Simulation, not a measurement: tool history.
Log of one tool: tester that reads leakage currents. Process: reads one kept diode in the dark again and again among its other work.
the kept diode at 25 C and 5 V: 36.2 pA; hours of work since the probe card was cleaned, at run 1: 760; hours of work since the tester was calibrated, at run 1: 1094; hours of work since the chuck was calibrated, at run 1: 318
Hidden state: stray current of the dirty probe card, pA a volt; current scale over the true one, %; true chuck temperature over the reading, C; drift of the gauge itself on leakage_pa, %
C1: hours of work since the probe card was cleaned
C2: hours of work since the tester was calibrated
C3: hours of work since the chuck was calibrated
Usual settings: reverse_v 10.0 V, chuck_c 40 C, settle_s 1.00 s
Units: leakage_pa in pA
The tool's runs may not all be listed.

Run 1, hour 0.0: usual settings; C1 760; C2 1094; C3 318. Result: leakage_pa 175.65 pA.
Run 2, hour 257.2: usual settings; C1 900; C2 1234; C3 459. Result: leakage_pa 179.13 pA.
Run 3, hour 517.2: usual settings but reverse_v 18.8 V; C1 1042; C2 1376; C3 601. Result: leakage_pa 259.79 pA.
Run 4, hour 795.3: usual settings but reverse_v 18.8 V; C1 1194; C2 1528; C3 753. Result: leakage_pa 266.93 pA.
Run 5, hour 955.1: usual settings but reverse_v 18.8 V; C1 1281; C2 1616; C3 840. Result: leakage_pa 270.59 pA.
Run 6, hour 1122.8: usual settings but reverse_v 18.8 V; C1 1373; C2 1707; C3 932. Result: leakage_pa 275.04 pA.
Run 7, hour 1293.6: usual settings but reverse_v 17.3 V; C1 1466; C2 1801; C3 1025. Result: leakage_pa 264.82 pA.
Run 8, hour 1522.6: usual settings; C1 1591; C2 1926; C3 1150. Result: leakage_pa 198.99 pA.
At hour 1573.4: chuck's temperature calibrated.
Run 9, hour 1756.3: usual settings; C1 1718; C2 2052; C3 100. Result: leakage_pa 177.27 pA.
Run 10, hour 1969.6: usual settings; C1 1834; C2 2169; C3 216. Result: leakage_pa 180.68 pA.
Run 11, hour 2116.4: usual settings but reverse_v 10.7 V; C1 1915; C2 2249; C3 297. Result: leakage_pa 189.59 pA.
Run 12, hour 2286.8: usual settings but reverse_v 10.7 V; C1 2008; C2 2342; C3 390. Result: leakage_pa 192.66 pA.
Run 13, hour 2491.7: usual settings but reverse_v 10.7 V; C1 2120; C2 2454; C3 502. Result: leakage_pa 194.56 pA.
Run 14, hour 2646.8: usual settings but reverse_v 6.7 V; C1 2204; C2 2539; C3 586. Result: leakage_pa 151.42 pA.
Run 15, hour 2821.2: usual settings but chuck_c 57 C; C1 2299; C2 2634; C3 682. Result: leakage_pa 565.67 pA.
Run 16, hour 3096.4: usual settings but chuck_c 57 C; C1 2450; C2 2784; C3 832. Result: leakage_pa 573.60 pA.
Run 17, hour 3298.3: usual settings but chuck_c 57 C; C1 2560; C2 2894; C3 942. Result: leakage_pa 580.83 pA.
Run 18, hour 3472.9: usual settings but chuck_c 57 C; C1 2655; C2 2990; C3 1038. Result: leakage_pa 589.81 pA.
Run 19, hour 3642.0: usual settings but chuck_c 57 C, settle_s 0.54 s; C1 2748; C2 3082; C3 1130. Result: leakage_pa 597.68 pA.
At hour 3726.8: chuck's temperature calibrated.
At hour 3741.2: probe card cleaned and baked.
Run 20, hour 3899.7: usual settings but reverse_v 1.6 V, chuck_c 28 C, settle_s 0.45 s; C1 87; C2 3220; C3 93. Result: leakage_pa 31.44 pA.
Run 21, hour 4161.2: usual settings but reverse_v 1.6 V, chuck_c 28 C, settle_s 0.45 s; C1 229; C2 3363; C3 236. Result: leakage_pa 31.85 pA.
Run 22, hour 4420.1: usual settings but reverse_v 1.6 V, chuck_c 28 C, settle_s 0.45 s; C1 371; C2 3505; C3 377. Result: leakage_pa 32.67 pA.
Run 23, hour 4537.2: usual settings but reverse_v 6.2 V; C1 435; C2 3568; C3 441. Result: leakage_pa 151.92 pA.
Run 24, hour 4701.8: usual settings but reverse_v 2.7 V, chuck_c 57 C, settle_s 0.69 s; C1 525; C2 3658; C3 531. Result: leakage_pa 283.29 pA.
Run 25, hour 4828.8: usual settings but reverse_v 1.7 V, chuck_c 20 C, settle_s 6.42 s; C1 594; C2 3728; C3 600. Result: leakage_pa 20.45 pA.
Run 26, hour 5073.7: usual settings but reverse_v 11.0 V, chuck_c 43 C, settle_s 1.57 s; C1 728; C2 3862; C3 734. Result: leakage_pa 265.69 pA.
Run 27, hour 5219.9: usual settings but reverse_v 14.0 V, settle_s 6.54 s; C1 808; C2 3941; C3 814. Result: leakage_pa 256.43 pA.
At hour 5367.4: probe card cleaned and baked, once more.
Run 28, hour 5407.0: usual settings but reverse_v 19.9 V, settle_s 2.81 s; C1 22; C2 4042; C3 914. Result: leakage_pa 257.55 pA.
Run 29, hour 5532.9: usual settings but reverse_v 14.7 V, chuck_c 22 C, settle_s 0.54 s; C1 90; C2 4111; C3 983. Result: leakage_pa 67.48 pA.
Run 30, hour 5658.7: usual settings but reverse_v 1.4 V, chuck_c 22 C, settle_s 1.04 s; C1 159; C2 4179; C3 1052. Result: leakage_pa 17.62 pA.
Run 31, hour 5773.4: usual settings but reverse_v 1.4 V, chuck_c 22 C, settle_s 1.04 s; C1 222; C2 4242; C3 1115. Result: leakage_pa 17.61 pA.
At hour 5894.4: chuck's temperature calibrated.
Run 32, hour 5951.2: usual settings but reverse_v 16.2 V, chuck_c 46 C, settle_s 6.23 s; C1 318; C2 4338; C3 31. Result: leakage_pa 320.91 pA.
Run 33, hour 6189.1: usual settings but reverse_v 11.7 V, chuck_c 28 C, settle_s 2.30 s; C1 448; C2 4468; C3 161. Result: leakage_pa 79.47 pA.
Run 34, hour 6369.9: usual settings but reverse_v 11.7 V, chuck_c 28 C, settle_s 2.30 s; C1 547; C2 4567; C3 260. Result: leakage_pa 80.45 pA.
Run 35, hour 6620.6: usual settings but reverse_v 11.7 V, chuck_c 28 C, settle_s 2.30 s; C1 683; C2 4704; C3 397. Result: leakage_pa 83.49 pA.
Run 36, hour 6839.8: usual settings but reverse_v 11.7 V, chuck_c 28 C, settle_s 2.30 s; C1 803; C2 4824; C3 516. Result: leakage_pa 85.21 pA.
Run 37, hour 7074.6: usual settings but reverse_v 11.7 V, chuck_c 28 C, settle_s 2.30 s; C1 931; C2 4952; C3 645. Result: leakage_pa 87.89 pA.
Run 38, hour 7244.5: usual settings but chuck_c 24 C, settle_s 0.49 s; C1 1024; C2 5045; C3 737. Result: leakage_pa 68.12 pA.

How the hidden state differs across the entries between the runs, from the last listed run before each to the first after it:
Between runs 8 and 9: chuck's temperature calibrated (hour 1573.4)
  stray current of the dirty probe card, pA a volt: 1.152 -> 1.246; current scale over the true one, %: 0.35 -> 0.37; true chuck temperature over the reading, C: 1.94 -> 0.11
  measured less the result without the state, leakage_pa: +35.62 -> +14.17 pA
Between runs 19 and 20: chuck's temperature calibrated (hour 3726.8); probe card cleaned and baked (hour 3741.2)
  stray current of the dirty probe card, pA a volt: 2.004 -> 2.722; current scale over the true one, %: 0.52 -> 0.54; true chuck temperature over the reading, C: 1.71 -> 0.13
  measured less the result without the state, leakage_pa: +82.02 -> +4.74 pA
Between runs 27 and 28: probe card cleaned and baked, once more (hour 5367.4)
  stray current of the dirty probe card, pA a volt: 3.253 -> 0.04; current scale over the true one, %: 0.64 -> 0.66; true chuck temperature over the reading, C: 1.28 -> 1.44
  measured less the result without the state, leakage_pa: +65.04 -> +26.79 pA
Between runs 31 and 32: chuck's temperature calibrated (hour 5894.4)
  stray current of the dirty probe card, pA a volt: 0.199 -> 0.276; current scale over the true one, %: 0.69 -> 0.7; true chuck temperature over the reading, C: 1.75 -> 0.02
  measured less the result without the state, leakage_pa: +2.58 -> +6.84 pA
